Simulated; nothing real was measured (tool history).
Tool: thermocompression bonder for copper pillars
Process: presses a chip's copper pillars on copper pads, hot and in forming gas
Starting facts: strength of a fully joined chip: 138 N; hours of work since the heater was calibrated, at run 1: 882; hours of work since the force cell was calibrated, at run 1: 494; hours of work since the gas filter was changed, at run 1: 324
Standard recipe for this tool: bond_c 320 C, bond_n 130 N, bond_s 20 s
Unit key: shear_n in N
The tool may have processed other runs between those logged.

run   hour  bond_c  bond_n  bond_s  hours of work since the heater was calibrated  hours of work since the force cell was calibrated  hours of work since the gas filter was changed  shear_n
  1    0.0     320     130      20                                            882                                                494                                             324     81.9
  2   11.0     320     130      20                                            890                                                502                                             331     82.2
  3   21.3     320     130      20                                            896                                                508                                             337     82.3
      25.8  -- forming gas filter changed
  4   36.7     320     130      20                                            906                                                518                                               7     82.2
  5   50.9     320     130      20                                            915                                                527                                              16     82.7
  6   65.4     320     130      20                                            924                                                536                                              26     83.3
  7   75.7     320     130      20                                            931                                                543                                              32     82.5
  8   93.3     320     130      20                                            942                                                554                                              43     83.0
  9  105.7     320     130      20                                            950                                                562                                              52     82.8
 10  117.4     320     130      20                                            958                                                570                                              59     82.6
 11  128.5     320     162      20                                            965                                                577                                              66     93.7
 12  143.6     320     130      20                                            975                                                587                                              76     82.9
 13  162.3     320     130      12                                            987                                                599                                              88     70.5
 14  174.8     326     130      20                                            995                                                607                                              96     88.1
 15  188.7     320     130      32                                           1004                                                616                                             105     94.7
 16  205.9     320     130      11                                           1015                                                627                                             116     68.3
 17  227.0     320     130      11                                           1028                                                640                                             130     67.9
 18  246.7     320     130      20                                           1041                                                653                                             142     83.0
 19  256.4     320     130      20                                           1047                                                659                                             149     82.8
 20  270.7     320     130      20                                           1057                                                669                                             158     83.6
 21  291.4     320     103      20                                           1070                                                682                                             171     71.0
 22  308.8     333     103      12                                           1081                                                693                                             182     69.8
 23  320.5     326     102      18                                           1089                                                701                                             190     72.9

What does the tool deliver on the next run?
 24  338.0     317      82      27                                           1100                                                712                                             201        ?

{"run 24": {"shear_n": 64.3}}
If the tool had no hidden condition, the same run with the same run-to-run variation would have returned shear_n 64.2 N.
